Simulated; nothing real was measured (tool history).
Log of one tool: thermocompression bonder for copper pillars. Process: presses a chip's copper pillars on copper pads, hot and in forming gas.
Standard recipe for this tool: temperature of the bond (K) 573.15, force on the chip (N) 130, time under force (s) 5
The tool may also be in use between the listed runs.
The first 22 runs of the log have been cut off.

run,hour,temperature of the bond (K),force on the chip (N),time under force (s),hours of work since the heater was calibrated,hours of work since the force cell was calibrated,hours of work since the gas filter was changed,force that shears a chip off (N)
23,501.5,564.15,86,3,150,706,57,52.8
24,516.5,577.15,175,4,159,716,66,97.2
25,549.7,580.15,130,7,181,738,88,101.3
26,565.1,573.15,130,8,191,748,98,100.7
27,589.8,583.15,130,8,207,764,114,105.2
28,623.5,583.15,177,11,229,786,136,124.1
# hour 653.2: forming gas filter changed
29,653.2,573.15,164,9,248,805,0,112.5
30,676.8,565.15,192,4,264,820,15,95.3
31,707.8,559.15,150,5,284,841,36,84.9
32,740.6,573.15,116,6,305,862,57,91.3
33,767.0,573.15,116,6,323,879,74,89.4
34,787.8,573.15,116,6,336,893,88,92.3
35,812.2,573.15,187,14,352,909,104,127.3
36,831.4,573.15,187,8,365,921,116,114.6
37,856.2,579.15,130,5,381,938,133,95.1

5 options for the next run, each taken on its own from the tool as it stands now. Forecast them:
A,875.7,573.15,110,5,394,950,145,?
B,875.7,582.15,99,8,394,950,145,?
C,875.7,579.15,185,3,394,950,145,?
D,875.7,545.15,102,11,394,950,145,?
E,875.7,573.15,99,5,394,950,145,?

run,force that shears a chip off (N)
A,84.0
B,97.7
C,93.1
D,79.6
E,78.5
Had the tool no hidden state, the same runs would have come out as:
run,force that shears a chip off (N)
A,78.9
B,93.3
C,88.7
D,73.7
E,73.4
